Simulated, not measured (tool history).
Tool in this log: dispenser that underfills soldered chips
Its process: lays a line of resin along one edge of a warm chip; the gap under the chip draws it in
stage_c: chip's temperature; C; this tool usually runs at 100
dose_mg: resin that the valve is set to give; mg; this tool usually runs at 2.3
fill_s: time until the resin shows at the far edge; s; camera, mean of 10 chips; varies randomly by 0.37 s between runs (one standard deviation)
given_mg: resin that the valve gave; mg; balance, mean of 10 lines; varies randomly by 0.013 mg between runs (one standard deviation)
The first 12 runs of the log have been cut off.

-- hour=89.7 new syringe of resin
run 13 hour=91.7 | stage_c=90 dose_mg=2.3 | fill_s=34.6 given_mg=2.2
run 14 hour=99.8 | stage_c=90 dose_mg=2.3 | fill_s=46.1 given_mg=2.22
-- hour=102.3 dispensing valve cleaned and set on the balance
-- hour=104.1 new syringe of resin
run 15 hour=107.9 | stage_c=90 dose_mg=2.3 | fill_s=37.5 given_mg=2.3
run 16 hour=115.3 | stage_c=90 dose_mg=2.3 | fill_s=45.9 given_mg=2.31
-- hour=118.2 new syringe of resin
run 17 hour=121.5 | stage_c=90 dose_mg=2.3 | fill_s=35.9 given_mg=2.28
-- hour=131.8 new syringe of resin
run 18 hour=132.8 | stage_c=99 dose_mg=2.53 | fill_s=23.3 given_mg=2.5
run 19 hour=142.2 | stage_c=91 dose_mg=2.84 | fill_s=42 given_mg=2.82
-- hour=145.9 new syringe of resin
run 20 hour=150.1 | stage_c=110 dose_mg=2.01 | fill_s=18 given_mg=1.98
run 21 hour=157.4 | stage_c=110 dose_mg=2.01 | fill_s=22.5 given_mg=1.98
-- hour=159.4 new syringe of resin
run 22 hour=162.6 | stage_c=104 dose_mg=2.65 | fill_s=20.3 given_mg=2.64
-- hour=172.9 new syringe of resin
run 23 hour=172.9 | stage_c=101 dose_mg=2.46 | fill_s=20.6 given_mg=2.42
run 24 hour=181.5 | stage_c=91 dose_mg=2.42 | fill_s=40.9 given_mg=2.38
-- hour=186.4 new syringe of resin
run 25 hour=189.4 | stage_c=108 dose_mg=2.17 | fill_s=18.7 given_mg=2.12

Estimate the outcome of run 26 from the log above:
-- hour=199.8 new syringe of resin
run 26 hour=199.8 | stage_c=108 dose_mg=2.17 | fill_s=? given_mg=?

fill_s: 16.6 s
given_mg: 2.11 mg
With the hidden condition absent and the run-to-run variation left alone, this run would have shown fill_s 17.1 s, given_mg 2.16 mg.
